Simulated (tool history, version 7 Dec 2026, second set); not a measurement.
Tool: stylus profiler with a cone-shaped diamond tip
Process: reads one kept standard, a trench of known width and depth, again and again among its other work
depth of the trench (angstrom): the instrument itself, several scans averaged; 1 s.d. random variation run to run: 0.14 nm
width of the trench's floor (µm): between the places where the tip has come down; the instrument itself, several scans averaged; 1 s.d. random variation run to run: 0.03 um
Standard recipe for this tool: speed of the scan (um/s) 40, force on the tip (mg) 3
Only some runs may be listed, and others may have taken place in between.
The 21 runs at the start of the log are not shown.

run    hour  speed of the scan (um/s)  force on the tip (mg)  scans with this tip  hours of work since the height scale was calibrated  depth of the trench (angstrom)  width of the trench's floor (µm)
 22  1497.5                        40                   3.97                12387                                                  141                            5115                              96.3
 23  1582.1                        40                   3.97                12724                                                  187                          5115.8                              96.3
 24  1641.8                        40                   3.97                12962                                                  220                          5116.1                             96.23
 25  1711.6                        24                    1.8                13240                                                  258                          5069.5                             96.28
 26  1786.3                        81                    1.8                13537                                                  299                          5070.5                              96.1
 27  1859.8                       121                   2.28                13829                                                  339                          5080.9                             95.96
 28    1927                        17                   6.37                14097                                                  376                          5163.2                             96.29
 29  2026.6                        15                   1.59                14493                                                  430                          5064.9                             96.22
 30  2098.1                        55                   2.14                14778                                                  469                          5081.3                             96.01
 31  2160.2                        18                   1.18                15025                                                  503                          5055.6                             96.11
 32  2233.6                        24                      3                15317                                                  543                          5100.8                             96.11
 33  2284.1                       117                   4.94                15518                                                  571                          5138.7                                96
 34  2350.7                       117                   4.94                15783                                                  607                          5139.6                             95.93
 35  2432.9                        34                      3                16110                                                  652                          5099.4                             96.08
 36    2515                        27                    2.6                16437                                                  697                          5092.8                             96.05
 37  2579.9                        27                    2.6                16695                                                  732                          5094.3                             96.07

Alternative continuations, all from the tool just after run 37; predict every row:
  A  2630.8                        18                    2.6                16898                                                  760                               ?                                 ?
  B  2630.8                        45                   7.05                16898                                                  760                               ?                                 ?
  C  2630.8                        21                   2.57                16898                                                  760                               ?                                 ?
  D  2630.8                        10                   8.74                16898                                                  760                               ?                                 ?
  E  2630.8                        18                    2.6                16898                                                  760                               ?                                 ?

run  depth of the trench (angstrom)  width of the trench's floor (µm)
  A                          5094.3                             96.02
  B                            5179                             96.02
  C                          5092.5                             96.02
  D                          5204.6                             96.09
  E                          5091.8                             96.04
With no hidden state in the tool, these same runs would have given:
run  depth of the trench (angstrom)  width of the trench's floor (µm)
  A                          5088.6                             97.29
  B                          5173.2                              97.3
  C                          5086.8                             97.29
  D                          5198.8                             97.37
  E                          5086.1                             97.32

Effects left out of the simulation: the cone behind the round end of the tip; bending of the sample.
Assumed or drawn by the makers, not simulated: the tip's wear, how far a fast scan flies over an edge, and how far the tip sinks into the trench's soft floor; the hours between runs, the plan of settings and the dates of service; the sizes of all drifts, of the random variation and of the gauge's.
